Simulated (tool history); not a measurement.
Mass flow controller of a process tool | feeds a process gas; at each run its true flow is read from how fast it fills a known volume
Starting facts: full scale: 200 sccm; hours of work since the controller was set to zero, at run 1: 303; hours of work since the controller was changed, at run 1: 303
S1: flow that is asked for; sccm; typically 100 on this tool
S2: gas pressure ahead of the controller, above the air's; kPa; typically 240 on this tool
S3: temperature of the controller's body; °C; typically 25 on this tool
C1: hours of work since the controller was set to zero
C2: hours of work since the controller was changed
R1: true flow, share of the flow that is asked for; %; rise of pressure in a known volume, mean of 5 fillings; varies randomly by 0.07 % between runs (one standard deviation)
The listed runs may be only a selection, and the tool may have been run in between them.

{"run": 1, "hour": 0.0, "S1": 100, "S2": 240, "S3": 25, "C1": 303, "C2": 303, "R1": 99.13}
{"run": 2, "hour": 140.9, "S1": 100, "S2": 240, "S3": 26, "C1": 382, "C2": 382, "R1": 98.94}
{"run": 3, "hour": 265.3, "S1": 100, "S2": 240, "S3": 26, "C1": 451, "C2": 451, "R1": 98.88}
{"run": 4, "hour": 380.3, "S1": 100, "S2": 240, "S3": 26, "C1": 516, "C2": 516, "R1": 98.56}
{"run": 5, "hour": 523.7, "S1": 100, "S2": 240, "S3": 26, "C1": 596, "C2": 596, "R1": 98.37}
{"run": 6, "hour": 619.5, "S1": 60, "S2": 240, "S3": 25, "C1": 649, "C2": 649, "R1": 98.01}
{"run": 7, "hour": 694.5, "S1": 60, "S2": 240, "S3": 25, "C1": 691, "C2": 691, "R1": 98}
{"run": 8, "hour": 754.2, "S1": 60, "S2": 240, "S3": 25, "C1": 724, "C2": 724, "R1": 98.04}
{"run": 9, "hour": 825.6, "S1": 60, "S2": 240, "S3": 25, "C1": 764, "C2": 764, "R1": 97.79}
{"run": 10, "hour": 902.4, "S1": 100, "S2": 240, "S3": 25, "C1": 807, "C2": 807, "R1": 98.05}
{"run": 11, "hour": 1027.2, "S1": 100, "S2": 240, "S3": 25, "C1": 876, "C2": 876, "R1": 97.86}
{"run": 12, "hour": 1105.8, "S1": 100, "S2": 240, "S3": 25, "C1": 920, "C2": 920, "R1": 97.73}
{"run": 13, "hour": 1190.7, "S1": 100, "S2": 240, "S3": 25, "C1": 968, "C2": 968, "R1": 97.75}
{"hour": 1210.3, "done": "gauge calibrated"}
{"run": 14, "hour": 1282.2, "S1": 100, "S2": 240, "S3": 25, "C1": 1019, "C2": 1019, "R1": 98.88}
{"run": 15, "hour": 1352.3, "S1": 100, "S2": 240, "S3": 25, "C1": 1058, "C2": 1058, "R1": 98.96}
{"run": 16, "hour": 1463.0, "S1": 100, "S2": 240, "S3": 25, "C1": 1120, "C2": 1120, "R1": 98.76}
{"run": 17, "hour": 1522.9, "S1": 100, "S2": 240, "S3": 25, "C1": 1153, "C2": 1153, "R1": 98.71}
{"run": 18, "hour": 1604.1, "S1": 100, "S2": 240, "S3": 25, "C1": 1198, "C2": 1198, "R1": 98.66}
{"run": 19, "hour": 1726.8, "S1": 100, "S2": 240, "S3": 25, "C1": 1267, "C2": 1267, "R1": 98.59}
{"run": 20, "hour": 1867.5, "S1": 100, "S2": 240, "S3": 25, "C1": 1345, "C2": 1345, "R1": 98.4}
{"run": 21, "hour": 1987.2, "S1": 100, "S2": 240, "S3": 25, "C1": 1412, "C2": 1412, "R1": 98.18}
{"run": 22, "hour": 2058.9, "S1": 100, "S2": 240, "S3": 25, "C1": 1452, "C2": 1452, "R1": 98.1}
{"run": 23, "hour": 2155.7, "S1": 100, "S2": 240, "S3": 25, "C1": 1506, "C2": 1506, "R1": 98.08}
{"run": 24, "hour": 2237.0, "S1": 100, "S2": 240, "S3": 25, "C1": 1551, "C2": 1551, "R1": 97.93}
{"run": 25, "hour": 2343.7, "S1": 100, "S2": 240, "S3": 25, "C1": 1611, "C2": 1611, "R1": 97.82}
{"run": 26, "hour": 2480.1, "S1": 100, "S2": 240, "S3": 25, "C1": 1687, "C2": 1687, "R1": 97.78}
{"run": 27, "hour": 2606.0, "S1": 150, "S2": 217, "S3": 29, "C1": 1757, "C2": 1757, "R1": 97.99}
{"run": 28, "hour": 2708.2, "S1": 150, "S2": 217, "S3": 29, "C1": 1814, "C2": 1814, "R1": 98.08}
{"run": 29, "hour": 2849.3, "S1": 150, "S2": 217, "S3": 29, "C1": 1893, "C2": 1893, "R1": 98.03}
{"run": 30, "hour": 2988.6, "S1": 150, "S2": 217, "S3": 29, "C1": 1971, "C2": 1971, "R1": 97.66}
{"run": 31, "hour": 3067.0, "S1": 140, "S2": 228, "S3": 32, "C1": 2014, "C2": 2014, "R1": 97.7}
{"hour": 3098.7, "done": "gauge calibrated"}
{"run": 32, "hour": 3146.6, "S1": 74, "S2": 251, "S3": 34, "C1": 2059, "C2": 2059, "R1": 99.11}
{"run": 33, "hour": 3249.5, "S1": 74, "S2": 251, "S3": 34, "C1": 2116, "C2": 2116, "R1": 99.14}
{"run": 34, "hour": 3367.7, "S1": 65, "S2": 240, "S3": 34, "C1": 2182, "C2": 2182, "R1": 98.9}
{"run": 35, "hour": 3476.7, "S1": 65, "S2": 271, "S3": 27, "C1": 2243, "C2": 2243, "R1": 98.42}
{"run": 36, "hour": 3563.7, "S1": 65, "S2": 240, "S3": 22, "C1": 2292, "C2": 2292, "R1": 98.34}
{"run": 37, "hour": 3634.9, "S1": 63, "S2": 152, "S3": 25, "C1": 2331, "C2": 2331, "R1": 98.38}
{"run": 38, "hour": 3769.4, "S1": 29, "S2": 148, "S3": 22, "C1": 2406, "C2": 2406, "R1": 97.89}
{"run": 39, "hour": 3913.6, "S1": 55, "S2": 146, "S3": 21, "C1": 2487, "C2": 2487, "R1": 98.05}
{"run": 40, "hour": 4057.2, "S1": 24, "S2": 195, "S3": 21, "C1": 2567, "C2": 2567, "R1": 97.48}
{"run": 41, "hour": 4144.1, "S1": 24, "S2": 195, "S3": 21, "C1": 2615, "C2": 2615, "R1": 97.17}
{"run": 42, "hour": 4253.3, "S1": 34, "S2": 237, "S3": 22, "C1": 2676, "C2": 2676, "R1": 97.06}
{"run": 43, "hour": 4346.6, "S1": 100, "S2": 169, "S3": 26, "C1": 2728, "C2": 2728, "R1": 97.74}
{"run": 44, "hour": 4488.4, "S1": 100, "S2": 169, "S3": 26, "C1": 2807, "C2": 2807, "R1": 97.78}
{"run": 45, "hour": 4552.1, "S1": 150, "S2": 240, "S3": 36, "C1": 2843, "C2": 2843, "R1": 98.31}
{"run": 46, "hour": 4621.0, "S1": 34, "S2": 142, "S3": 36, "C1": 2881, "C2": 2881, "R1": 97.53}
{"run": 47, "hour": 4682.9, "S1": 165, "S2": 240, "S3": 35, "C1": 2916, "C2": 2916, "R1": 98.28}

Each row is a separate what-if for the run after 47, all from the same tool condition, not one after another. Results?
{"run": "A", "hour": 4757.0, "S1": 86, "S2": 195, "S3": 21, "C1": 2957, "C2": 2957, "R1": "?"}
{"run": "B", "hour": 4757.0, "S1": 74, "S2": 240, "S3": 26, "C1": 2957, "C2": 2957, "R1": "?"}
{"run": "C", "hour": 4757.0, "S1": 136, "S2": 242, "S3": 27, "C1": 2957, "C2": 2957, "R1": "?"}
{"run": "D", "hour": 4757.0, "S1": 21, "S2": 207, "S3": 30, "C1": 2957, "C2": 2957, "R1": "?"}
{"run": "E", "hour": 4757.0, "S1": 54, "S2": 279, "S3": 35, "C1": 2957, "C2": 2957, "R1": "?"}

run=A R1=96.9
run=B R1=96.96
run=C R1=97.54
run=D R1=96.92
run=E R1=97.17
Without the tool's hidden state the same runs would have given:
run=A R1=98.83
run=B R1=98.89
run=C R1=99.48
run=D R1=98.82
run=E R1=99.09

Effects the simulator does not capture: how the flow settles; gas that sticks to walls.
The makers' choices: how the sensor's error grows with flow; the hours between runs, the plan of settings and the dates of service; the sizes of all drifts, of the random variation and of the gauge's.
